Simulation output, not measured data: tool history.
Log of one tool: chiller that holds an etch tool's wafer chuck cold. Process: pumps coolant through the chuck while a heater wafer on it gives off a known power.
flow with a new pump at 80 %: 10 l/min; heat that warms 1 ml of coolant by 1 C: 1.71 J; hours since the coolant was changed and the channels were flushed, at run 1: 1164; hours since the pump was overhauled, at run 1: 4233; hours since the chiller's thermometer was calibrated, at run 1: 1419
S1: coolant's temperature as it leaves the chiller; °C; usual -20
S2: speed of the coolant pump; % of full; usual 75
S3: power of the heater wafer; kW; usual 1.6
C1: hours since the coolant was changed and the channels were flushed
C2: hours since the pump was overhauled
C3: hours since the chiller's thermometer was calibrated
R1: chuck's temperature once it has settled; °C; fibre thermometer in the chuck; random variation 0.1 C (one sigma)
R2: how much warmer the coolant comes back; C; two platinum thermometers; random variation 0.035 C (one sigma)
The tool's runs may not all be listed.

{"run": 1, "day": 0.0, "S1": -20, "S2": 75, "S3": 1.6, "C1": 1164, "C2": 4233, "C3": 1419, "R1": -6.6, "R2": 6.26}
{"run": 2, "day": 2.658, "S1": -20, "S2": 86, "S3": 1.6, "C1": 1228, "C2": 4297, "C3": 1482, "R1": -8.2, "R2": 5.36}
{"run": 3, "day": 7.258, "S1": -20, "S2": 75, "S3": 1.6, "C1": 1338, "C2": 4407, "C3": 1593, "R1": -6.6, "R2": 6.26}
{"run": 4, "day": 10.0, "S1": -20, "S2": 75, "S3": 1.706, "C1": 1404, "C2": 4473, "C3": 1659, "R1": -5.7, "R2": 6.65}
{"run": 5, "day": 14.375, "S1": -20, "S2": 75, "S3": 1.706, "C1": 1509, "C2": 4578, "C3": 1764, "R1": -5.6, "R2": 6.66}
{"run": 6, "day": 17.942, "S1": -20, "S2": 64, "S3": 1.706, "C1": 1595, "C2": 4664, "C3": 1849, "R1": -3.6, "R2": 8}
{"run": 7, "day": 21.633, "S1": -20, "S2": 64, "S3": 1.706, "C1": 1683, "C2": 4753, "C3": 1938, "R1": -3.4, "R2": 7.94}
{"run": 8, "day": 25.329, "S1": -20, "S2": 64, "S3": 1.706, "C1": 1772, "C2": 4841, "C3": 2026, "R1": -3.6, "R2": 8}
{"run": 9, "day": 29.067, "S1": -20, "S2": 89, "S3": 1.706, "C1": 1862, "C2": 4931, "C3": 2116, "R1": -7.5, "R2": 5.54}
{"run": 10, "day": 33.679, "S1": -20, "S2": 75, "S3": 1.6, "C1": 1973, "C2": 5042, "C3": 2227, "R1": -6.3, "R2": 6.31}
{"run": 11, "day": 38.033, "S1": -20, "S2": 75, "S3": 1.6, "C1": 2077, "C2": 5146, "C3": 2331, "R1": -6.4, "R2": 6.33}
{"run": 12, "day": 40.162, "S1": -20, "S2": 75, "S3": 1.19, "C1": 2128, "C2": 5197, "C3": 2382, "R1": -10, "R2": 4.67}
{"run": 13, "day": 44.071, "S1": -20, "S2": 75, "S3": 1.19, "C1": 2222, "C2": 5291, "C3": 2476, "R1": -9.9, "R2": 4.67}
{"run": 14, "day": 46.55, "S1": -20, "S2": 75, "S3": 1.19, "C1": 2281, "C2": 5351, "C3": 2536, "R1": -10.1, "R2": 4.62}
{"run": 15, "day": 50.825, "S1": -20, "S2": 75, "S3": 1.19, "C1": 2384, "C2": 5453, "C3": 2638, "R1": -9.8, "R2": 4.72}
{"day": 53.05, "done": "chiller's thermometer calibrated"}
{"run": 16, "day": 55.429, "S1": -20, "S2": 75, "S3": 1.6, "C1": 2494, "C2": 5563, "C3": 57, "R1": -6, "R2": 6.35}
{"run": 17, "day": 59.308, "S1": -20, "S2": 75, "S3": 1.6, "C1": 2587, "C2": 5656, "C3": 150, "R1": -5.8, "R2": 6.31}
{"run": 18, "day": 61.8, "S1": -20, "S2": 75, "S3": 1.6, "C1": 2646, "C2": 5716, "C3": 210, "R1": -5.8, "R2": 6.3}
{"run": 19, "day": 64.254, "S1": -28, "S2": 75, "S3": 0.864, "C1": 2705, "C2": 5774, "C3": 269, "R1": -20.3, "R2": 3.37}
{"run": 20, "day": 66.979, "S1": -28, "S2": 97, "S3": 1.32, "C1": 2771, "C2": 5840, "C3": 334, "R1": -18.6, "R2": 3.92}
{"run": 21, "day": 71.579, "S1": -12, "S2": 75, "S3": 0.849, "C1": 2881, "C2": 5950, "C3": 445, "R1": -4.6, "R2": 3.43}
{"run": 22, "day": 74.733, "S1": -12, "S2": 75, "S3": 0.849, "C1": 2957, "C2": 6026, "C3": 520, "R1": -4.4, "R2": 3.39}
{"run": 23, "day": 78.558, "S1": -10, "S2": 87, "S3": 1.309, "C1": 3049, "C2": 6118, "C3": 612, "R1": 0.2, "R2": 4.46}
{"run": 24, "day": 83.012, "S1": -23, "S2": 75, "S3": 1.666, "C1": 3156, "C2": 6225, "C3": 719, "R1": -8.3, "R2": 6.68}
{"run": 25, "day": 86.438, "S1": -23, "S2": 75, "S3": 1.666, "C1": 3238, "C2": 6307, "C3": 801, "R1": -7.9, "R2": 6.59}
{"run": 26, "day": 88.996, "S1": -20, "S2": 70, "S3": 1.6, "C1": 3299, "C2": 6368, "C3": 863, "R1": -4.9, "R2": 6.9}
{"run": 27, "day": 92.012, "S1": -26, "S2": 86, "S3": 1.434, "C1": 3371, "C2": 6441, "C3": 935, "R1": -14.6, "R2": 4.98}
{"run": 28, "day": 94.771, "S1": -26, "S2": 86, "S3": 1.434, "C1": 3438, "C2": 6507, "C3": 1001, "R1": -14.6, "R2": 4.95}
{"run": 29, "day": 99.358, "S1": -12, "S2": 69, "S3": 1.541, "C1": 3548, "C2": 6617, "C3": 1111, "R1": 2.9, "R2": 6.74}
{"run": 30, "day": 102.117, "S1": -15, "S2": 69, "S3": 0.837, "C1": 3614, "C2": 6683, "C3": 1178, "R1": -7, "R2": 3.64}
{"run": 31, "day": 106.658, "S1": -15, "S2": 69, "S3": 0.837, "C1": 3723, "C2": 6792, "C3": 1287, "R1": -7.1, "R2": 3.68}
{"run": 32, "day": 109.775, "S1": -15, "S2": 69, "S3": 0.837, "C1": 3798, "C2": 6867, "C3": 1361, "R1": -6.9, "R2": 3.65}

Forecast each of these 4 alternatives for the next run:
{"run": "A", "day": 112.229, "S1": -24, "S2": 82, "S3": 0.809, "C1": 3857, "C2": 6926, "C3": 1420, "R1": "?", "R2": "?"}
{"run": "B", "day": 112.229, "S1": -28, "S2": 71, "S3": 1.643, "C1": 3857, "C2": 6926, "C3": 1420, "R1": "?", "R2": "?"}
{"run": "C", "day": 112.229, "S1": -15, "S2": 82, "S3": 0.837, "C1": 3857, "C2": 6926, "C3": 1420, "R1": "?", "R2": "?"}
{"run": "D", "day": 112.229, "S1": -13, "S2": 75, "S3": 1.337, "C1": 3857, "C2": 6926, "C3": 1420, "R1": "?", "R2": "?"}

run=A R1=-17.4 R2=2.95
run=B R1=-12.4 R2=7
run=C R1=-8.1 R2=3.03
run=D R1=-0.9 R2=5.34
Without the tool's hidden state the same runs would have given:
run=A R1=-18 R2=2.78
run=B R1=-14.1 R2=6.6
run=C R1=-8.8 R2=2.86
run=D R1=-2.2 R2=5.04
